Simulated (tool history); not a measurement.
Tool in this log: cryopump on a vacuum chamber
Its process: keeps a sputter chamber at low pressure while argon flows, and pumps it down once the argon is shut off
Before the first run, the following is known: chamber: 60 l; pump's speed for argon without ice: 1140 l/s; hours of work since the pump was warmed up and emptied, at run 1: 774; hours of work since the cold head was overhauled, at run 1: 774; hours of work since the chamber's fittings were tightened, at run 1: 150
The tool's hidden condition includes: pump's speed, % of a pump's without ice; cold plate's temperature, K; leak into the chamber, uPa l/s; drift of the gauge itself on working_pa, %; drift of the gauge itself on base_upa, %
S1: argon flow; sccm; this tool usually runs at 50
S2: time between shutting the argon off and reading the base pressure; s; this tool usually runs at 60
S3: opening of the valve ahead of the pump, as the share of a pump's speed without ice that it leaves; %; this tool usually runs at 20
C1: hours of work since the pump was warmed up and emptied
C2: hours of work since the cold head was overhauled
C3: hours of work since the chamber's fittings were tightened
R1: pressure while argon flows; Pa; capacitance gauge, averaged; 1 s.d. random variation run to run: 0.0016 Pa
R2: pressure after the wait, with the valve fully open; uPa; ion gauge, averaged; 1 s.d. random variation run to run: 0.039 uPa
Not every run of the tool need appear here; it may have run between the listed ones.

run 1 day=0 | S1=50 S2=60 S3=20 | C1=774 C2=774 C3=150 | R1=0.3908 R2=2.46
run 2 day=1.362 | S1=50 S2=60 S3=20 | C1=795 C2=795 C3=170 | R1=0.394 R2=2.42
run 3 day=3.004 | S1=50 S2=60 S3=20 | C1=819 C2=819 C3=195 | R1=0.3892 R2=2.51
run 4 day=4.467 | S1=50 S2=60 S3=21 | C1=841 C2=841 C3=217 | R1=0.3729 R2=2.46
run 5 day=5.579 | S1=34 S2=60 S3=20 | C1=858 C2=858 C3=234 | R1=0.2689 R2=2.53
-- day=5.888 pump warmed up, emptied and cooled again
run 6 day=6.925 | S1=50 S2=226 S3=20 | C1=16 C2=875 C3=251 | R1=0.3729 R2=0.94
run 7 day=8.642 | S1=50 S2=60 S3=20 | C1=42 C2=901 C3=277 | R1=0.3701 R2=2.49
run 8 day=9.542 | S1=50 S2=60 S3=20 | C1=55 C2=915 C3=291 | R1=0.3749 R2=2.41
run 9 day=11.129 | S1=50 S2=60 S3=20 | C1=79 C2=939 C3=315 | R1=0.3746 R2=2.51
run 10 day=12.467 | S1=50 S2=60 S3=20 | C1=99 C2=959 C3=335 | R1=0.3765 R2=2.52
run 11 day=13.788 | S1=50 S2=60 S3=20 | C1=119 C2=979 C3=355 | R1=0.3734 R2=2.51
run 12 day=14.708 | S1=50 S2=60 S3=20 | C1=133 C2=993 C3=369 | R1=0.3742 R2=2.49
run 13 day=16.188 | S1=50 S2=60 S3=20 | C1=155 C2=1015 C3=391 | R1=0.3755 R2=2.55
run 14 day=17.258 | S1=50 S2=60 S3=20 | C1=172 C2=1031 C3=407 | R1=0.3769 R2=2.53
run 15 day=18.8 | S1=50 S2=60 S3=20 | C1=195 C2=1055 C3=430 | R1=0.3752 R2=2.6
run 16 day=19.962 | S1=50 S2=60 S3=20 | C1=212 C2=1072 C3=448 | R1=0.372 R2=2.64
run 17 day=22.042 | S1=50 S2=60 S3=20 | C1=244 C2=1104 C3=479 | R1=0.3744 R2=2.61
run 18 day=23.096 | S1=25 S2=80 S3=45 | C1=260 C2=1119 C3=495 | R1=0.0857 R2=2.11
run 19 day=24.788 | S1=25 S2=31 S3=16 | C1=285 C2=1145 C3=521 | R1=0.2369 R2=4.56
run 20 day=26.479 | S1=25 S2=22 S3=45 | C1=311 C2=1171 C3=546 | R1=0.0879 R2=6
run 21 day=28.367 | S1=50 S2=103 S3=20 | C1=339 C2=1199 C3=575 | R1=0.3804 R2=1.91
run 22 day=30.475 | S1=82 S2=60 S3=20 | C1=371 C2=1231 C3=607 | R1=0.6251 R2=2.78
run 23 day=32.521 | S1=82 S2=151 S3=43 | C1=402 C2=1262 C3=637 | R1=0.2986 R2=1.61
run 24 day=34.225 | S1=82 S2=151 S3=43 | C1=428 C2=1287 C3=663 | R1=0.2987 R2=1.6
run 25 day=35.158 | S1=82 S2=151 S3=43 | C1=442 C2=1301 C3=677 | R1=0.3003 R2=1.63
run 26 day=36.633 | S1=40 S2=31 S3=23 | C1=464 C2=1324 C3=700 | R1=0.2682 R2=4.71
run 27 day=38.242 | S1=40 S2=31 S3=23 | C1=488 C2=1348 C3=724 | R1=0.2673 R2=4.79
run 28 day=40.1 | S1=68 S2=105 S3=35 | C1=516 C2=1376 C3=752 | R1=0.3045 R2=2.06
run 29 day=41.946 | S1=68 S2=105 S3=35 | C1=544 C2=1404 C3=780 | R1=0.3059 R2=2.11
run 30 day=42.896 | S1=22 S2=60 S3=50 | C1=558 C2=1418 C3=794 | R1=0.0725 R2=2.95
run 31 day=44.588 | S1=22 S2=60 S3=50 | C1=584 C2=1444 C3=820 | R1=0.0728 R2=3.01
run 32 day=46.188 | S1=45 S2=283 S3=38 | C1=608 C2=1468 C3=844 | R1=0.1888 R2=1.45
run 33 day=47.154 | S1=45 S2=283 S3=38 | C1=623 C2=1482 C3=858 | R1=0.1885 R2=1.51

Below are 4 alternative next runs, each starting from the tool's condition after run 33. Predict each:
run A day=49.038 | S1=81 S2=283 S3=38 | C1=651 C2=1511 C3=887 | R1=? R2=?
run B day=49.038 | S1=86 S2=287 S3=33 | C1=651 C2=1511 C3=887 | R1=? R2=?
run C day=49.038 | S1=45 S2=283 S3=22 | C1=651 C2=1511 C3=887 | R1=? R2=?
run D day=49.038 | S1=50 S2=43 S3=49 | C1=651 C2=1511 C3=887 | R1=? R2=?

run=A R1=0.3433 R2=1.49
run=B R1=0.4136 R2=1.51
run=C R1=0.3193 R2=1.56
run=D R1=0.1695 R2=3.83
With the hidden condition removed and each run's random variation left untouched, the same runs would have given:
run=A R1=0.3163 R2=0.67
run=B R1=0.3852 R2=0.68
run=C R1=0.3042 R2=0.72
run=D R1=0.1528 R2=3.01
